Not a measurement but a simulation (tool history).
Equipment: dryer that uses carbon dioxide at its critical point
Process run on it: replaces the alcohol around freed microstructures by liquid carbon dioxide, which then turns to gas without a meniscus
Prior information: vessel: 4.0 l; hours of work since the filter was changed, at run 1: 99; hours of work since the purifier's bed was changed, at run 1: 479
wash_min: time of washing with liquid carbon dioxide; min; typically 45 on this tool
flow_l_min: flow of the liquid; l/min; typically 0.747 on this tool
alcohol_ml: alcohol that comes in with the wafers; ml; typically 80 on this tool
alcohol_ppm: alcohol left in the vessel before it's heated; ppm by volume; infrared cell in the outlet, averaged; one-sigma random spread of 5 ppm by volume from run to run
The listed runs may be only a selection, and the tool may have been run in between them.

run   hour  wash_min  flow_l_min  alcohol_ml  hours of work since the filter was changed  hours of work since the purifier's bed was changed  alcohol_ppm
  1    0.0        45       0.747          80                                          99                                                 479          106
  2   33.9        45       0.747          80                                         113                                                 492          101
  3   66.6        45       0.747          80                                         126                                                 505          113
  4   88.8        45       0.747          80                                         135                                                 514          110
  5  122.7        45       0.747          80                                         148                                                 528          111
  6  155.0        45       0.747          80                                         161                                                 540          117
  7  187.7        33       0.747          80                                         174                                                 554          251
  8  203.1        33       0.747          80                                         180                                                 560          234
  9  228.2        32       0.747          80                                         190                                                 570          257
 10  261.6        45       0.747         119                                         204                                                 583          128
 11  280.4        45       0.747          80                                         211                                                 591          131
 12  317.9        45       0.747          80                                         226                                                 606          136
 13  333.9        45       0.747          80                                         233                                                 612          134
 14  366.1        45       0.747          80                                         245                                                 625          132
     389.1  -- inlet filter changed
 15  401.5        45       0.747          80                                           5                                                 639          118
 16  432.7        45       0.747          80                                          17                                                 651          122
 17  452.2        45       0.747          80                                          25                                                 659          122
 18  476.6        45       0.747          80                                          35                                                 669          126
 19  500.1        45       0.470          80                                          44                                                 678          323
 20  536.1        45       0.470          80                                          59                                                 692          325
 21  569.9        45       1.173          24                                          72                                                 706          117
 22  607.4        34       0.498          21                                          87                                                 721          269
 23  625.7        41       0.747          80                                          95                                                 728          155
 24  652.3        41       0.747          80                                         105                                                 739          158
 25  670.9        41       0.747          80                                         113                                                 746          163
 26  699.4        68       1.009          97                                         124                                                 758          125
 27  735.9        68       1.009          97                                         139                                                 772          133
 28  759.2        68       1.009          97                                         148                                                 781          129
 29  793.7        33       1.067          97                                         162                                                 795          146
 30  823.3        35       0.715          97                                         173                                                 807          280
 31  856.5        64       0.652          61                                         187                                                 820          134
 32  873.8        64       0.652          61                                         194                                                 827          144
 33  911.3        28       0.510          42                                         209                                                 842          687

Predict the results of run 34:
 34  928.8        45       0.941          21                                         216                                                 849            ?

alcohol_ppm: 139 ppm by volume
Without the tool's hidden state the same run would have given alcohol_ppm 3 ppm by volume.

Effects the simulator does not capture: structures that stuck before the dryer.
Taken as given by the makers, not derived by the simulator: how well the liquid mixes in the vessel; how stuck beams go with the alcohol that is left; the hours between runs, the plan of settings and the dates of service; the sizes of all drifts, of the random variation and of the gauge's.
